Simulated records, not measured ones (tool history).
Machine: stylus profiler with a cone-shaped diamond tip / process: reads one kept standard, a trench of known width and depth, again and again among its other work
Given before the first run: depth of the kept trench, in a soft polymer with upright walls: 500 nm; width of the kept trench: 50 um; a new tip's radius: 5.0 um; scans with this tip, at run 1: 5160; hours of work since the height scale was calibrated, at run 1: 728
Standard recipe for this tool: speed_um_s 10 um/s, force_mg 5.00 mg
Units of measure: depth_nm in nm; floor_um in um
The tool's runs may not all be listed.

| run | hour | speed_um_s | force_mg | scans with this tip | hours of work since the height scale was calibrated | depth_nm | floor_um |
|---|---|---|---|---|---|---|---|
| 1 | 0.0 | 10 | 5.00 | 5160 | 728 | 507.91 | 44.76 |
| 2 | 31.9 | 34 | 5.00 | 5329 | 752 | 508.14 | 44.66 |
| 3 | 52.0 | 34 | 5.00 | 5436 | 767 | 508.17 | 44.60 |
| 4 | 92.4 | 26 | 5.00 | 5651 | 798 | 508.09 | 44.57 |
| 5 | 131.3 | 10 | 11.17 | 5858 | 827 | 514.38 | 44.60 |
| 6 | 166.4 | 7 | 5.00 | 6044 | 853 | 507.92 | 44.52 |
| 7 | 187.4 | 10 | 2.82 | 6156 | 869 | 505.09 | 44.56 |
| 8 | 213.3 | 7 | 5.00 | 6293 | 888 | 507.97 | 44.52 |
| 9 | 250.9 | 10 | 6.43 | 6493 | 917 | 509.53 | 44.53 |
| 10 | 279.6 | 2 | 6.43 | 6645 | 938 | 509.29 | 44.48 |
| 11 | 322.6 | 2 | 6.43 | 6873 | 970 | 509.45 | 44.49 |
| 12 | 345.8 | 10 | 3.97 | 6997 | 988 | 506.39 | 44.41 |
| 13 | 382.9 | 10 | 3.97 | 7193 | 1016 | 506.54 | 44.31 |
| 14 | 408.2 | 10 | 3.97 | 7328 | 1035 | 506.52 | 44.38 |
| 15 | 453.4 | 10 | 3.97 | 7568 | 1068 | 506.40 | 44.35 |
| 16 | 483.1 | 10 | 3.97 | 7726 | 1091 | 506.57 | 44.31 |
| 17 | 528.0 | 10 | 3.97 | 7964 | 1124 | 506.44 | 44.23 |
| 18 | 563.0 | 10 | 3.97 | 8149 | 1150 | 506.39 | 44.22 |
| 19 | 592.5 | 10 | 3.97 | 8306 | 1173 | 506.38 | 44.19 |
| 20 | 619.3 | 10 | 3.97 | 8449 | 1193 | 506.33 | 44.19 |
| 21 | 640.4 | 11 | 2.02 | 8561 | 1209 | 503.25 | 44.15 |
| 22 | 682.5 | 14 | 2.02 | 8784 | 1240 | 503.51 | 44.10 |
| 23 | 707.8 | 8 | 1.74 | 8918 | 1259 | 503.04 | 44.10 |
| 24 | 755.1 | 32 | 1.90 | 9170 | 1295 | 503.07 | 44.04 |
| 25 | 775.9 | 14 | 2.84 | 9280 | 1310 | 504.85 | 44.02 |
| 26 | 820.9 | 6 | 2.09 | 9519 | 1344 | 503.40 | 44.08 |
| 27 | 860.3 | 6 | 2.09 | 9729 | 1373 | 503.60 | 43.98 |
| 28 | 890.8 | 2 | 1.73 | 9890 | 1396 | 502.91 | 43.96 |
| 29 | 912.7 | 2 | 1.73 | 10006 | 1413 | 502.94 | 43.93 |
| 30 | 951.7 | 2 | 1.73 | 10214 | 1442 | 502.99 | 43.91 |
| 31 | 984.9 | 9 | 7.34 | 10390 | 1467 | 509.93 | 43.88 |
| 32 | 1007.3 | 9 | 7.34 | 10509 | 1484 | 509.96 | 43.88 |
| 33 | 1053.0 | 5 | 3.02 | 10751 | 1518 | 504.88 | 43.83 |
| 34 | 1084.6 | 9 | 1.85 | 10919 | 1542 | 503.30 | 43.81 |
| 35 | 1128.7 | 5 | 2.19 | 11154 | 1575 | 503.16 | 43.78 |
| 36 | 1148.3 | 33 | 4.38 | 11258 | 1589 | 506.68 | 43.74 |
| 37 | 1185.3 | 2 | 5.00 | 11454 | 1617 | 507.32 | 43.76 |
| 38 | 1223.4 | 2 | 5.00 | 11656 | 1646 | 507.26 | 43.76 |

Each row is a separate what-if for the run after 38, all from the same tool condition, not one after another. Results?
| A | 1249.0 | 21 | 5.00 | 11792 | 1665 | ? | ? |
| B | 1249.0 | 2 | 6.25 | 11792 | 1665 | ? | ? |
| C | 1249.0 | 6 | 8.69 | 11792 | 1665 | ? | ? |

| run | depth_nm | floor_um |
|---|---|---|
| A | 507.50 | 43.69 |
| B | 508.57 | 43.71 |
| C | 511.26 | 43.67 |
With the hidden condition removed and each run's random variation left untouched, the same runs would have given:
| run | depth_nm | floor_um |
|---|---|---|
| A | 509.15 | 45.63 |
| B | 510.23 | 45.64 |
| C | 512.92 | 45.61 |
